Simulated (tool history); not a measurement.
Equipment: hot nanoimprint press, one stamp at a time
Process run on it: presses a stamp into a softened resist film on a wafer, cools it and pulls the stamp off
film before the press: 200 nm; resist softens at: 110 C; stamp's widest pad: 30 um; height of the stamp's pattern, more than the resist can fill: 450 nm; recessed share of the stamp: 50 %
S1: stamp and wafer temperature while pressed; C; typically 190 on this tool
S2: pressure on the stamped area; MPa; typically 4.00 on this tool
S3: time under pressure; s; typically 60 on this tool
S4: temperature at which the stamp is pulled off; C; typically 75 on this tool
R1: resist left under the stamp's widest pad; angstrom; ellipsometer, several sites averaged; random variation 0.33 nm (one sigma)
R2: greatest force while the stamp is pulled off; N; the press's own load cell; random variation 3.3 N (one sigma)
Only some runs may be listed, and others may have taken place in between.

run,hour,S1,S2,S3,S4,R1,R2
1,0.0,190,4.00,60,75,791,180
2,7.8,190,4.00,60,75,788,179
3,23.3,190,4.00,60,75,788,182
4,36.3,190,2.76,60,75,919,187
5,52.6,190,2.76,60,75,920,185
6,63.6,190,2.76,60,75,921,184
7,75.3,190,2.76,60,75,916,188
8,88.2,190,4.00,60,75,784,198
9,98.9,190,4.00,60,75,790,194
10,106.9,190,4.00,60,75,783,195
11,118.8,190,4.00,60,75,783,198
12,135.4,190,4.00,60,75,788,202
# hour 148.2: stamp cleaned and given a new release coat
13,156.4,190,4.00,60,75,783,183
14,166.5,190,4.00,60,75,781,179
15,180.7,190,4.00,60,75,784,182
16,189.7,190,4.00,60,75,785,183
17,200.8,190,4.00,60,75,775,185
18,211.8,190,2.72,39,82,1076,180
19,224.1,190,6.23,60,82,646,183
20,237.8,192,5.91,37,70,750,202
21,249.5,192,5.91,37,70,750,202
22,260.2,190,4.00,60,73,784,202
23,276.5,185,6.08,47,64,883,216
24,289.6,180,4.00,60,75,1146,205
# hour 297.1: stamp cleaned and given a new release coat
25,311.6,180,4.00,60,75,1135,184
26,324.4,195,4.00,60,65,636,197
27,333.9,195,4.00,60,65,628,205
28,352.1,188,5.93,115,70,534,193
29,362.5,190,4.91,60,75,716,187

Predict each of these 4 candidate next runs independently; none follows another, all start after run 29:
A,378.4,183,3.36,60,75,?,?
B,378.4,195,4.91,75,75,?,?
C,378.4,190,4.91,60,60,?,?
D,378.4,190,3.94,60,75,?,?

run,R1,R2
A,1081,194
B,525,195
C,709,217
D,775,189
Without the tool's unlogged condition, the same runs would have read:
run,R1,R2
A,1107,182
B,534,182
C,723,203
D,793,178
